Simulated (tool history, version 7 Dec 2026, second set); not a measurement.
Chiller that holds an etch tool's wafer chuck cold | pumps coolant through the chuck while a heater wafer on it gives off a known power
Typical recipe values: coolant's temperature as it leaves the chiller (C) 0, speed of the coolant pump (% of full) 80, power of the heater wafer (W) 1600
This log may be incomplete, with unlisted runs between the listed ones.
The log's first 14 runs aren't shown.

run	hour	coolant's temperature as it leaves the chiller (C)	speed of the coolant pump (% of full)	power of the heater wafer (W)	chuck's temperature once it has settled (C)	how much warmer the coolant comes back (C)
15	1670.9	0	80	823	8.2	2.12
16	1828.3	2	80	823	10.3	2.01
17	1960.6	2	80	823	10.3	1.99
# hour 2041.2: chiller's thermometer calibrated
18	2099.5	7	70	1347	22.1	3.82
19	2188.9	1	100	1766	15.7	3.39
20	2279.6	8	66	2149	33.6	6.58
21	2419.3	0	88	1600	15	3.56
22	2504.2	0	87	964	9.3	2.14
23	2660.8	0	80	1029	10.6	2.56
24	2774.1	2	63	1190	17	3.84
25	2864.5	7	83	1131	18.3	2.72
26	2988.6	7	83	1131	18.4	2.73
27	3117.2	7	83	1131	18.4	2.76
28	3201.9	3	80	1600	20	3.99
29	3334.1	0	80	1542	16.1	3.86
30	3417.8	1	82	1125	12.6	2.74
31	3488	0	75	1105	12.3	3.02
32	3576.5	0	75	1105	12.3	2.94
33	3675.1	3	80	1607	20.1	4.03

Each row is a separate what-if for the run after 33, all from the same tool condition, not one after another. Results?
A	3801.7	-5	99	2232	?	?
B	3801.7	0	77	2097	?	?
C	3801.7	3	75	1607	?	?

run	chuck's temperature once it has settled (C)	how much warmer the coolant comes back (C)
A	14.9	4.46
B	23.2	5.55
C	21.1	4.38
What these runs would have given with no unlogged condition in the tool:
run	chuck's temperature once it has settled (C)	how much warmer the coolant comes back (C)
A	12.4	4.15
B	20.3	5.16
C	18.8	4.07

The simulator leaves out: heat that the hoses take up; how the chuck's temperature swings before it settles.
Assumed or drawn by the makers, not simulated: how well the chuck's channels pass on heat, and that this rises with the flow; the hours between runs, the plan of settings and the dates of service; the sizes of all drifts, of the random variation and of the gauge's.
